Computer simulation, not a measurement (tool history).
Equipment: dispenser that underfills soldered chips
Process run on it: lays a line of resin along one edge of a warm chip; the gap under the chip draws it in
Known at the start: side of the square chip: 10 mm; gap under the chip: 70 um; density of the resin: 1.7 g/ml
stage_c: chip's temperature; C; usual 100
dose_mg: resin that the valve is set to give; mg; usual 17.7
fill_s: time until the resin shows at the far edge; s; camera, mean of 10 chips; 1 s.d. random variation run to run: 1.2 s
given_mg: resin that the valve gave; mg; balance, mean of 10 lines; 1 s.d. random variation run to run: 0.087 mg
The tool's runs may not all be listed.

run	hour	stage_c	dose_mg	fill_s	given_mg
1	0.0	100	17.7	113.9	16.77
2	8.8	100	17.7	182.5	16.75
# hour 11.4: new syringe of resin
# hour 23.3: new syringe of resin
3	23.3	100	17.7	106.3	16.73
# hour 34.8: new syringe of resin
4	35.9	100	17.7	111.2	16.41
5	43.3	100	17.7	169.7	16.21
# hour 46.2: new syringe of resin
6	56.1	100	17.7	173.5	16.22
# hour 58.9: new syringe of resin
7	64.3	100	17.7	143.7	16.16
# hour 71.1: new syringe of resin
8	75.7	100	17.7	135.2	16.02
# hour 83.5: new syringe of resin
9	84.2	100	17.7	109.0	15.92
10	92.2	94	17.7	216.8	15.65
# hour 95.2: new syringe of resin
# hour 107.2: new syringe of resin
11	108.4	94	17.7	146.5	15.55
# hour 118.2: dispensing valve cleaned and set on the balance
# hour 119.9: new syringe of resin
12	125.2	94	17.7	176.7	17.72
# hour 132.0: new syringe of resin
13	139.6	94	17.7	201.4	17.59
# hour 144.1: new syringe of resin
14	153.0	100	19.6	160.0	19.18
# hour 156.0: new syringe of resin
15	160.5	112	19.6	80.9	18.98
# hour 167.5: new syringe of resin
16	172.7	100	22.2	133.6	21.41
# hour 179.6: new syringe of resin
17	183.7	100	22.2	123.2	21.24
# hour 191.6: new syringe of resin
18	193.0	100	22.2	106.1	20.95
19	200.6	100	22.2	165.3	21.06

Run 20, settings as shown, results not yet in. Your forecast:
# hour 203.3: new syringe of resin
20	213.0	115	17.3	?	?

Run 20 came out at fill_s 94.9 s, given_mg 15.94 mg.
The same run, on a tool lacking any hidden state, would have yielded fill_s 63.0 s, given_mg 17.14 mg.
